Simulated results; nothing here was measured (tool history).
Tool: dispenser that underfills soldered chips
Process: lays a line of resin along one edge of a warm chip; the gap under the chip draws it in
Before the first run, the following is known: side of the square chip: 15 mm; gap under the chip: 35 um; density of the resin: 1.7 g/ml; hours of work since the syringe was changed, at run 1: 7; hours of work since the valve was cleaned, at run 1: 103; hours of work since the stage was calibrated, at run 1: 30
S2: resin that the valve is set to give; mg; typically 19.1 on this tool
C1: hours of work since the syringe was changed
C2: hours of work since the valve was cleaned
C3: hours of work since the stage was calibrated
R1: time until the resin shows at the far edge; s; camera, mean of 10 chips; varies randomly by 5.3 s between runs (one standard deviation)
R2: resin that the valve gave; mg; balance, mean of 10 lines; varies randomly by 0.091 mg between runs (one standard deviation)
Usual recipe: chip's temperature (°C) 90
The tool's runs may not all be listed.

run 1 hour=0.0 | chip's_temperature_(°C)=90 S2=19.1 | C1=7 C2=103 C3=30 | R1=757.6 R2=17.70
-- hour=4.1 new syringe of resin
run 2 hour=4.4 | chip's_temperature_(°C)=90 S2=17.3 | C1=0 C2=106 C3=34 | R1=568.5 R2=15.88
run 3 hour=8.8 | chip's_temperature_(°C)=89 S2=19.1 | C1=4 C2=110 C3=37 | R1=670.8 R2=17.59
run 4 hour=11.6 | chip's_temperature_(°C)=90 S2=19.1 | C1=6 C2=112 C3=39 | R1=724.5 R2=17.77
run 5 hour=16.0 | chip's_temperature_(°C)=90 S2=19.1 | C1=9 C2=115 C3=43 | R1=857.4 R2=17.71
-- hour=16.6 new syringe of resin
-- hour=18.5 dispensing valve cleaned and set on the balance
run 6 hour=19.3 | chip's_temperature_(°C)=90 S2=19.1 | C1=1 C2=1 C3=45 | R1=558.9 R2=19.00
run 7 hour=23.3 | chip's_temperature_(°C)=90 S2=19.1 | C1=5 C2=4 C3=48 | R1=653.6 R2=19.10
run 8 hour=26.7 | chip's_temperature_(°C)=90 S2=19.1 | C1=7 C2=7 C3=50 | R1=746.7 R2=19.06
run 9 hour=28.6 | chip's_temperature_(°C)=90 S2=19.1 | C1=9 C2=8 C3=52 | R1=786.7 R2=19.03
-- hour=30.1 new syringe of resin
run 10 hour=31.5 | chip's_temperature_(°C)=90 S2=19.1 | C1=1 C2=10 C3=54 | R1=576.9 R2=18.97
run 11 hour=35.0 | chip's_temperature_(°C)=90 S2=18.0 | C1=4 C2=13 C3=57 | R1=675.2 R2=17.84
run 12 hour=38.5 | chip's_temperature_(°C)=90 S2=18.0 | C1=7 C2=16 C3=60 | R1=759.6 R2=17.80
run 13 hour=41.2 | chip's_temperature_(°C)=90 S2=18.0 | C1=9 C2=18 C3=62 | R1=833.9 R2=17.85
-- hour=42.5 new syringe of resin
run 14 hour=43.3 | chip's_temperature_(°C)=90 S2=18.0 | C1=1 C2=19 C3=63 | R1=559.1 R2=17.80
run 15 hour=47.2 | chip's_temperature_(°C)=85 S2=19.1 | C1=4 C2=22 C3=66 | R1=812.3 R2=18.83
run 16 hour=50.8 | chip's_temperature_(°C)=85 S2=19.1 | C1=7 C2=25 C3=69 | R1=944.4 R2=18.69
run 17 hour=53.4 | chip's_temperature_(°C)=90 S2=17.2 | C1=9 C2=27 C3=71 | R1=848.3 R2=16.85
-- hour=54.8 new syringe of resin
run 18 hour=55.5 | chip's_temperature_(°C)=90 S2=17.2 | C1=1 C2=29 C3=73 | R1=584.5 R2=17.03
run 19 hour=57.7 | chip's_temperature_(°C)=89 S2=19.1 | C1=2 C2=31 C3=74 | R1=636.5 R2=18.72
run 20 hour=62.3 | chip's_temperature_(°C)=89 S2=19.1 | C1=6 C2=34 C3=78 | R1=767.5 R2=18.70
run 21 hour=64.8 | chip's_temperature_(°C)=89 S2=19.1 | C1=8 C2=36 C3=80 | R1=839.5 R2=18.49
-- hour=67.0 new syringe of resin
run 22 hour=67.0 | chip's_temperature_(°C)=89 S2=19.1 | C1=0 C2=38 C3=82 | R1=569.3 R2=18.58
run 23 hour=69.4 | chip's_temperature_(°C)=89 S2=19.7 | C1=2 C2=40 C3=83 | R1=625.5 R2=19.19
run 24 hour=73.9 | chip's_temperature_(°C)=95 S2=18.0 | C1=5 C2=43 C3=87 | R1=573.1 R2=17.43
run 25 hour=77.7 | chip's_temperature_(°C)=95 S2=18.0 | C1=8 C2=46 C3=90 | R1=662.1 R2=17.45
-- hour=79.3 new syringe of resin
run 26 hour=81.9 | chip's_temperature_(°C)=85 S2=20.2 | C1=2 C2=49 C3=93 | R1=783.1 R2=19.41
run 27 hour=86.1 | chip's_temperature_(°C)=85 S2=20.2 | C1=5 C2=53 C3=96 | R1=912.9 R2=19.51
run 28 hour=88.4 | chip's_temperature_(°C)=84 S2=20.2 | C1=7 C2=54 C3=98 | R1=1023.8 R2=19.45
-- hour=91.7 new syringe of resin
run 29 hour=91.7 | chip's_temperature_(°C)=84 S2=20.2 | C1=0 C2=57 C3=101 | R1=730.7 R2=19.42
run 30 hour=96.0 | chip's_temperature_(°C)=84 S2=20.2 | C1=3 C2=60 C3=104 | R1=857.3 R2=19.37
run 31 hour=98.1 | chip's_temperature_(°C)=84 S2=20.2 | C1=5 C2=62 C3=106 | R1=917.7 R2=19.24
run 32 hour=100.9 | chip's_temperature_(°C)=91 S2=16.5 | C1=7 C2=64 C3=108 | R1=785.4 R2=15.83
-- hour=104.2 new syringe of resin
run 33 hour=104.9 | chip's_temperature_(°C)=91 S2=16.5 | C1=1 C2=67 C3=111 | R1=574.6 R2=15.70
run 34 hour=109.2 | chip's_temperature_(°C)=91 S2=16.5 | C1=4 C2=70 C3=114 | R1=659.8 R2=15.70
run 35 hour=111.1 | chip's_temperature_(°C)=97 S2=18.2 | C1=5 C2=72 C3=116 | R1=524.2 R2=17.23

Difference, measured minus no-hidden-state, one row per run. Run-to-run variation is common to both terms; the gauge's own scatter need not be:
Hidden state at play: resin's viscosity, % of fresh resin's; dose that the valve gives, % of what is set; true chip temperature over the reading, C; drift of the gauge itself on fill_s, %; drift of the gauge itself on given_mg, %.
run=1 R1=+227.8 R2=-1.38
run=2 R1=+27.2 R2=-1.29
run=3 R1=+126.1 R2=-1.47
run=4 R1=+196.0 R2=-1.51
run=5 R1=+326.4 R2=-1.56
run=6 R1=+39.6 R2=+0.01
run=7 R1=+131.2 R2=-0.03
run=8 R1=+223.1 R2=-0.06
run=9 R1=+271.9 R2=-0.08
run=10 R1=+48.9 R2=-0.11
run=11 R1=+133.9 R2=-0.14
run=12 R1=+225.6 R2=-0.17
run=13 R1=+304.8 R2=-0.20
run=14 R1=+34.2 R2=-0.22
run=15 R1=+153.0 R2=-0.28
run=16 R1=+276.4 R2=-0.31
run=17 R1=+303.8 R2=-0.31
run=18 R1=+42.2 R2=-0.33
run=19 R1=+93.0 R2=-0.38
run=20 R1=+215.1 R2=-0.43
run=21 R1=+290.5 R2=-0.46
run=22 R1=+25.5 R2=-0.48
run=23 R1=+79.5 R2=-0.51
run=24 R1=+151.5 R2=-0.51
run=25 R1=+239.7 R2=-0.55
run=26 R1=+110.3 R2=-0.66
run=27 R1=+242.7 R2=-0.71
run=28 R1=+334.5 R2=-0.73
run=29 R1=+36.6 R2=-0.76
run=30 R1=+165.8 R2=-0.81
run=31 R1=+234.5 R2=-0.83
run=32 R1=+262.1 R2=-0.70
run=33 R1=+47.1 R2=-0.74
run=34 R1=+145.5 R2=-0.77
run=35 R1=+141.9 R2=-0.86
